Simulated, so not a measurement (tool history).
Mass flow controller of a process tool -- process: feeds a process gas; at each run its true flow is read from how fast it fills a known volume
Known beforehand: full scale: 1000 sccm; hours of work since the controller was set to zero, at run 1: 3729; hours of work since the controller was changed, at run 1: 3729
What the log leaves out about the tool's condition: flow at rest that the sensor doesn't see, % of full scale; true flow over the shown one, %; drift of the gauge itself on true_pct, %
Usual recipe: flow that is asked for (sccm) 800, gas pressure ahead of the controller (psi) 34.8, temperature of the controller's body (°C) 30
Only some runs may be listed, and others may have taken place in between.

run	hour	flow that is asked for (sccm)	gas pressure ahead of the controller (psi)	temperature of the controller's body (°C)	hours of work since the controller was set to zero	hours of work since the controller was changed	true flow (%)
1	0.0	800	34.8	30	3729	3729	97.95
2	142.6	800	34.8	30	3839	3839	98.08
3	365.7	800	34.8	30	4010	4010	97.91
4	566.8	800	34.8	29	4165	4165	97.96
5	716.9	800	34.8	25	4280	4280	98.37
6	849.1	800	34.8	25	4382	4382	98.33
7	951.8	800	34.8	25	4461	4461	98.21
8	1054.1	800	34.8	25	4540	4540	98.30
9	1161.1	800	34.8	25	4622	4622	98.40
10	1394.3	132	34.8	30	4801	4801	91.62
11	1540.3	132	34.8	30	4913	4913	91.58
12	1763.3	800	34.8	21	5085	5085	98.50
13	1901.5	800	34.8	21	5191	5191	98.61
14	2000.2	800	34.8	21	5267	5267	98.49
15	2130.1	941	34.8	30	5367	5367	97.85
16	2243.6	941	34.8	30	5454	5454	97.90
17	2374.9	941	34.8	30	5555	5555	97.92
18	2543.4	941	34.8	30	5684	5684	97.87
19	2660.3	800	20.7	30	5774	5774	96.95
20	2790.5	800	20.7	30	5874	5874	96.99
# hour 2806.0: controller's zero set anew
21	2996.6	800	20.7	30	146	6032	96.53
22	3201.7	800	20.7	30	304	6190	96.56
23	3399.1	800	20.7	38	456	6342	95.65
24	3550.2	800	20.7	38	572	6458	95.57
25	3720.3	800	34.8	36	703	6589	96.11
26	3898.8	350	33.8	23	840	6726	94.42
# hour 4003.1: controller's zero set anew, once more
27	4086.5	440	26.7	28	64	6870	97.37
28	4215.7	542	23.8	20	163	6969	98.19
29	4325.7	200	21.2	20	248	7054	97.18

What will run 30 give?
30	4446.9	229	28.1	39	341	7147	?

Run 30 came out at true flow (%) 95.56.
Minus the tool's unlogged condition, the same run would have read true flow (%) 96.75.

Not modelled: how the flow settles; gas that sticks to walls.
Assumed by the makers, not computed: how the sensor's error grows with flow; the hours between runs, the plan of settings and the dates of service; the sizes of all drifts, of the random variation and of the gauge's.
